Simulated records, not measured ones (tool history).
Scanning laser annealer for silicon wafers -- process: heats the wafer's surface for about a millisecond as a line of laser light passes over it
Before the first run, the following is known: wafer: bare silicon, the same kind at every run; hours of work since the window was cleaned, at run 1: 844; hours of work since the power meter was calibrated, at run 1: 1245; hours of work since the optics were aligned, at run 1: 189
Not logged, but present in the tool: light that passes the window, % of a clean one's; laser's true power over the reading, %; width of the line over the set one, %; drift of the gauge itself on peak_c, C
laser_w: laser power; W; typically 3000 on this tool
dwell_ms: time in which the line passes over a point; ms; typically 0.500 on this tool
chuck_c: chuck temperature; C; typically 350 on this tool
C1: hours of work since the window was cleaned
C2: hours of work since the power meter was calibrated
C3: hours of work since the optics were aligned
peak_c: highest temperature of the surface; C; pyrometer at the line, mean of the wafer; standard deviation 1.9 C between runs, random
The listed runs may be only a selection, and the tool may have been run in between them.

run 1 hour=0.0 | laser_w=3000 dwell_ms=0.500 chuck_c=350 | C1=844 C2=1245 C3=189 | peak_c=1159
run 2 hour=57.1 | laser_w=3000 dwell_ms=0.500 chuck_c=350 | C1=870 C2=1270 C3=215 | peak_c=1158
-- hour=80.8 window over the wafer cleaned
run 3 hour=119.9 | laser_w=3000 dwell_ms=0.500 chuck_c=350 | C1=18 C2=1298 C3=243 | peak_c=1159
run 4 hour=177.7 | laser_w=3000 dwell_ms=0.500 chuck_c=350 | C1=44 C2=1324 C3=269 | peak_c=1159
run 5 hour=207.5 | laser_w=3000 dwell_ms=0.500 chuck_c=350 | C1=58 C2=1338 C3=282 | peak_c=1159
run 6 hour=252.6 | laser_w=3000 dwell_ms=0.500 chuck_c=350 | C1=78 C2=1358 C3=303 | peak_c=1161
run 7 hour=314.8 | laser_w=3292 dwell_ms=0.500 chuck_c=350 | C1=106 C2=1387 C3=331 | peak_c=1245
run 8 hour=366.2 | laser_w=3000 dwell_ms=0.500 chuck_c=350 | C1=130 C2=1410 C3=355 | peak_c=1160
run 9 hour=416.9 | laser_w=3000 dwell_ms=0.500 chuck_c=350 | C1=153 C2=1433 C3=378 | peak_c=1159
run 10 hour=482.6 | laser_w=2772 dwell_ms=0.500 chuck_c=350 | C1=183 C2=1463 C3=407 | peak_c=1093
run 11 hour=537.7 | laser_w=2772 dwell_ms=0.500 chuck_c=350 | C1=208 C2=1488 C3=432 | peak_c=1098
run 12 hour=567.9 | laser_w=2772 dwell_ms=0.500 chuck_c=350 | C1=221 C2=1502 C3=446 | peak_c=1094
run 13 hour=614.3 | laser_w=3000 dwell_ms=0.397 chuck_c=350 | C1=243 C2=1523 C3=467 | peak_c=1080
run 14 hour=685.2 | laser_w=3000 dwell_ms=0.397 chuck_c=369 | C1=275 C2=1555 C3=500 | peak_c=1096
run 15 hour=756.9 | laser_w=3000 dwell_ms=0.500 chuck_c=340 | C1=307 C2=1588 C3=532 | peak_c=1148
run 16 hour=789.5 | laser_w=3000 dwell_ms=0.500 chuck_c=330 | C1=322 C2=1603 C3=547 | peak_c=1139
run 17 hour=842.9 | laser_w=3000 dwell_ms=0.500 chuck_c=330 | C1=347 C2=1627 C3=571 | peak_c=1138
run 18 hour=913.9 | laser_w=2954 dwell_ms=0.576 chuck_c=366 | C1=379 C2=1659 C3=604 | peak_c=1217
run 19 hour=979.5 | laser_w=2954 dwell_ms=0.576 chuck_c=366 | C1=409 C2=1689 C3=633 | peak_c=1213
run 20 hour=1016.4 | laser_w=2954 dwell_ms=0.588 chuck_c=376 | C1=425 C2=1706 C3=650 | peak_c=1236
run 21 hour=1053.6 | laser_w=2954 dwell_ms=0.588 chuck_c=376 | C1=442 C2=1723 C3=667 | peak_c=1233
run 22 hour=1083.8 | laser_w=2986 dwell_ms=0.588 chuck_c=319 | C1=456 C2=1736 C3=681 | peak_c=1185
run 23 hour=1121.3 | laser_w=3017 dwell_ms=0.437 chuck_c=349 | C1=473 C2=1753 C3=698 | peak_c=1114
run 24 hour=1179.0 | laser_w=2551 dwell_ms=0.603 chuck_c=348 | C1=499 C2=1780 C3=724 | peak_c=1091
run 25 hour=1225.9 | laser_w=2738 dwell_ms=0.376 chuck_c=342 | C1=521 C2=1801 C3=745 | peak_c=987
run 26 hour=1286.0 | laser_w=3160 dwell_ms=0.447 chuck_c=322 | C1=548 C2=1828 C3=773 | peak_c=1131
run 27 hour=1326.5 | laser_w=2684 dwell_ms=0.614 chuck_c=322 | C1=566 C2=1847 C3=791 | peak_c=1113
run 28 hour=1361.2 | laser_w=3000 dwell_ms=0.500 chuck_c=334 | C1=582 C2=1862 C3=807 | peak_c=1145

Alternative continuations, all from the tool just after run 28; predict every row:
run A hour=1427.4 | laser_w=2846 dwell_ms=0.500 chuck_c=380 | C1=612 C2=1893 C3=837 | peak_c=?
run B hour=1427.4 | laser_w=3212 dwell_ms=0.567 chuck_c=339 | C1=612 C2=1893 C3=837 | peak_c=?
run C hour=1427.4 | laser_w=2765 dwell_ms=0.613 chuck_c=375 | C1=612 C2=1893 C3=837 | peak_c=?
run D hour=1427.4 | laser_w=3000 dwell_ms=0.420 chuck_c=334 | C1=612 C2=1893 C3=837 | peak_c=?

run=A peak_c=1146
run=B peak_c=1263
run=C peak_c=1190
run=D peak_c=1080
What these runs would have given with no unlogged condition in the tool:
run=A peak_c=1147
run=B peak_c=1264
run=C peak_c=1191
run=D peak_c=1080
